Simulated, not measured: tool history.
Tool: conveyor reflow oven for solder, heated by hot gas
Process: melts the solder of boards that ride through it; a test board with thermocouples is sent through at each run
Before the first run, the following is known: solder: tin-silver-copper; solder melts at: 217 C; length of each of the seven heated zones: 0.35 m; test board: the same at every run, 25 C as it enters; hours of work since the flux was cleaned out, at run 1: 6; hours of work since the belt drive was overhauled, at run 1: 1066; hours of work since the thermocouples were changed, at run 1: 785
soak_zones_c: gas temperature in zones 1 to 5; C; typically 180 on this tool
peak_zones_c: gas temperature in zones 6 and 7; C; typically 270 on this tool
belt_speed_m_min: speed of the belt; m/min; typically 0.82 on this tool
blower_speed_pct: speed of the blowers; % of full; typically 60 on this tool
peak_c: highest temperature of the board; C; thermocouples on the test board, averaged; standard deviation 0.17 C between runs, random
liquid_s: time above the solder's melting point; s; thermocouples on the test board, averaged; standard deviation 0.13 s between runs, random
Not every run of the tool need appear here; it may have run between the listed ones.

| run | hour | soak_zones_c | peak_zones_c | belt_speed_m_min | blower_speed_pct | hours of work since the flux was cleaned out | hours of work since the belt drive was overhauled | hours of work since the thermocouples were changed | peak_c | liquid_s |
|---|---|---|---|---|---|---|---|---|---|---|
| 1 | 0 | 180 | 270 | 0.82 | 60 | 6 | 1066 | 785 | 256.4 | 42.1 |
| 2 | 49.7 | 180 | 270 | 0.82 | 60 | 44 | 1104 | 823 | 256 | 42.1 |
| 3 | 78 | 180 | 270 | 0.714 | 60 | 65 | 1126 | 844 | 259.9 | 50.8 |
| 4 | 130.9 | 180 | 270 | 0.851 | 60 | 106 | 1166 | 885 | 254.8 | 39.9 |
| 5 | 176.6 | 180 | 270 | 0.851 | 60 | 140 | 1201 | 919 | 254.4 | 39.6 |
| 6 | 217.4 | 180 | 270 | 0.851 | 60 | 172 | 1232 | 950 | 254.5 | 39.6 |
| 7 | 261.1 | 180 | 270 | 0.82 | 62 | 205 | 1265 | 984 | 255.8 | 42.1 |
|  | 288.9 | thermocouples of zones 6 and 7 changed |
| 8 | 290.9 | 180 | 270 | 0.82 | 60 | 226 | 1286 | 1 | 252.6 | 40.3 |
| 9 | 320.1 | 180 | 270 | 0.82 | 60 | 248 | 1308 | 24 | 252.6 | 40.3 |
| 10 | 366.7 | 183 | 270 | 0.82 | 60 | 284 | 1344 | 59 | 253.3 | 41.3 |
| 11 | 390.1 | 183 | 270 | 0.82 | 60 | 302 | 1362 | 77 | 252.7 | 41.3 |
| 12 | 431.2 | 180 | 270 | 0.82 | 87 | 333 | 1393 | 108 | 257.1 | 43.1 |
| 13 | 465.4 | 180 | 270 | 0.82 | 87 | 359 | 1419 | 134 | 257.2 | 43.5 |
| 14 | 511.1 | 180 | 270 | 0.82 | 87 | 394 | 1454 | 169 | 256.9 | 43.2 |
| 15 | 557.7 | 180 | 270 | 0.946 | 60 | 429 | 1489 | 205 | 246.5 | 31.1 |
|  | 593.4 | flux residue cleaned out of gas plates and filters |
| 16 | 606.8 | 180 | 283 | 0.688 | 60 | 10 | 1523 | 238 | 271.4 | 57.5 |
| 17 | 651.9 | 180 | 284 | 0.688 | 77 | 45 | 1557 | 273 | 275.7 | 58.6 |
| 18 | 694 | 182 | 285 | 0.82 | 55 | 77 | 1589 | 305 | 266.2 | 46.7 |
| 19 | 734.8 | 180 | 268 | 0.82 | 67 | 108 | 1620 | 336 | 254.5 | 42 |
| 20 | 772.3 | 180 | 268 | 0.82 | 67 | 136 | 1649 | 364 | 254.2 | 41.6 |
| 21 | 827 | 180 | 270 | 0.976 | 67 | 178 | 1690 | 406 | 250 | 32.4 |
| 22 | 866.8 | 180 | 270 | 0.976 | 67 | 208 | 1721 | 436 | 249.6 | 32.3 |
| 23 | 891 | 180 | 270 | 0.976 | 67 | 227 | 1739 | 455 | 249.5 | 32.3 |
|  | 909.2 | belt drive overhauled, speed set with a stopwatch |
| 24 | 939.1 | 171 | 270 | 0.82 | 87 | 260 | 23 | 488 | 256.9 | 40 |
| 25 | 967.2 | 171 | 270 | 0.82 | 87 | 282 | 44 | 509 | 256.7 | 39.9 |
| 26 | 1008.9 | 194 | 270 | 0.82 | 87 | 313 | 76 | 541 | 260.3 | 47.3 |
| 27 | 1037.4 | 180 | 269 | 0.784 | 60 | 335 | 98 | 563 | 253.4 | 41.9 |
| 28 | 1090 | 187 | 269 | 0.9 | 55 | 375 | 138 | 603 | 248.4 | 34.5 |

Forecast each of these 4 alternatives for the next run:
| A | 1139.6 | 180 | 268 | 0.698 | 60 | 413 | 175 | 641 | ? | ? |
| B | 1139.6 | 180 | 273 | 0.831 | 82 | 413 | 175 | 641 | ? | ? |
| C | 1139.6 | 172 | 258 | 0.9 | 52 | 413 | 175 | 641 | ? | ? |
| D | 1139.6 | 180 | 270 | 0.723 | 60 | 413 | 175 | 641 | ? | ? |

| run | peak_c | liquid_s |
|---|---|---|
| A | 255.9 | 48.9 |
| B | 259 | 41.9 |
| C | 234.5 | 21.9 |
| D | 256.3 | 47.3 |
Had the tool no hidden state, the same runs would have come out as:
| run | peak_c | liquid_s |
|---|---|---|
| A | 256.5 | 49.5 |
| B | 260.5 | 42.7 |
| C | 236.1 | 23.8 |
| D | 257.1 | 47.9 |
